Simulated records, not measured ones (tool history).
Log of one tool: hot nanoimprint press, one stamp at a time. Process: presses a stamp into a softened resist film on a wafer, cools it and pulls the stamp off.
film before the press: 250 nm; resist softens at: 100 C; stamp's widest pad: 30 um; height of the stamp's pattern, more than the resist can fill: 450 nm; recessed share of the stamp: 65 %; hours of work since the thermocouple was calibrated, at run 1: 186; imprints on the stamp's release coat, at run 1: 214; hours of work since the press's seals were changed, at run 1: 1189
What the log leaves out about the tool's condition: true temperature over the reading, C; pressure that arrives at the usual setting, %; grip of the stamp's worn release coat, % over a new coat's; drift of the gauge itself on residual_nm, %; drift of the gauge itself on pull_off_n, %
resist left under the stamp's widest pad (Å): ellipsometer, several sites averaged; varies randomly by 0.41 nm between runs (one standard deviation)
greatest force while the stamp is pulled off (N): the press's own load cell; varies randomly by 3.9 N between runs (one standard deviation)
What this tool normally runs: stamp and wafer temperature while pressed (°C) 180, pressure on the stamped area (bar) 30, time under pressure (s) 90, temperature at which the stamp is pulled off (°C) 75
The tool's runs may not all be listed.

run,hour,stamp and wafer temperature while pressed (°C),pressure on the stamped area (bar),time under pressure (s),temperature at which the stamp is pulled off (°C),hours of work since the thermocouple was calibrated,imprints on the stamp's release coat,hours of work since the press's seals were changed,resist left under the stamp's widest pad (Å),greatest force while the stamp is pulled off (N)
1,0,180,30,90,75,186,214,1189,996,249
2,33.2,180,30,90,75,203,269,1206,1004,238
# hour 47.2: press's hydraulic seals changed and the load cell set to zero
3,100.7,180,47.5,90,75,233,369,27,795,250
# hour 145.8: plate thermocouple calibrated
4,147.4,180,47.5,90,75,1,442,49,810,263
5,182.5,180,47.5,90,75,18,501,67,814,264
# hour 238.6: stamp cleaned and given a new release coat
6,251.9,180,47.5,90,75,50,22,99,810,229
7,305.6,180,47.5,90,75,77,112,126,816,238
8,346.4,180,47.5,90,75,98,180,146,816,246
9,407.6,180,47.5,90,75,129,282,177,822,240
# hour 419.5: plate thermocouple calibrated, once more
10,476.2,180,47.5,90,75,29,392,210,779,250
11,540.6,180,47.5,90,75,61,500,243,785,257
# hour 599.8: stamp cleaned and given a new release coat
12,608.5,180,47.5,90,75,92,14,274,783,227
13,666.9,180,47.5,90,75,122,112,303,793,235
14,701.9,180,47.5,90,75,139,170,321,800,233
15,762.2,180,47.5,90,75,170,271,351,798,252
16,810.1,177,22.7,90,75,194,351,375,1266,246
17,854.1,178,22.7,90,65,216,425,397,1212,289
18,913.3,172,19.4,65,69,246,524,427,1780,281
# hour 936.8: plate thermocouple calibrated
# hour 958.8: stamp cleaned and given a new release coat
19,960.2,180,24.6,98,62,9,2,446,1015,267
20,1015.9,180,24.6,98,62,37,95,474,1021,270
21,1058.7,180,24.6,98,62,58,167,496,1023,284
22,1123.1,170,24.6,98,67,91,275,528,1568,266
23,1158.5,179,30.3,98,67,109,334,546,982,272
24,1221.1,177,20.8,165,70,140,439,578,1039,276
25,1258.9,180,23.5,90,75,159,502,597,1095,257
26,1302.3,173,24.4,90,75,181,575,619,1447,266
# hour 1314.8: stamp cleaned and given a new release coat
27,1361.4,173,18.2,55,75,208,78,646,1829,235
28,1406.1,180,30,135,73,230,153,668,837,239
# hour 1460.1: plate thermocouple calibrated
29,1468.7,175,40.7,90,75,4,253,698,1061,241

Predict each of these 3 candidate next runs independently; none follows another, all start after run 29:
A,1506.2,180,34.4,90,75,23,316,717,?,?
B,1506.2,192,32.2,90,75,23,316,717,?,?
C,1506.2,176,30,90,75,23,316,717,?,?

run,resist left under the stamp's widest pad (Å),greatest force while the stamp is pulled off (N)
A,910,239
B,543,244
C,1165,241
Stripped of hidden state, with their random variation kept, the same runs would have yielded:
run,resist left under the stamp's widest pad (Å),greatest force while the stamp is pulled off (N)
A,900,220
B,537,224
C,1155,222
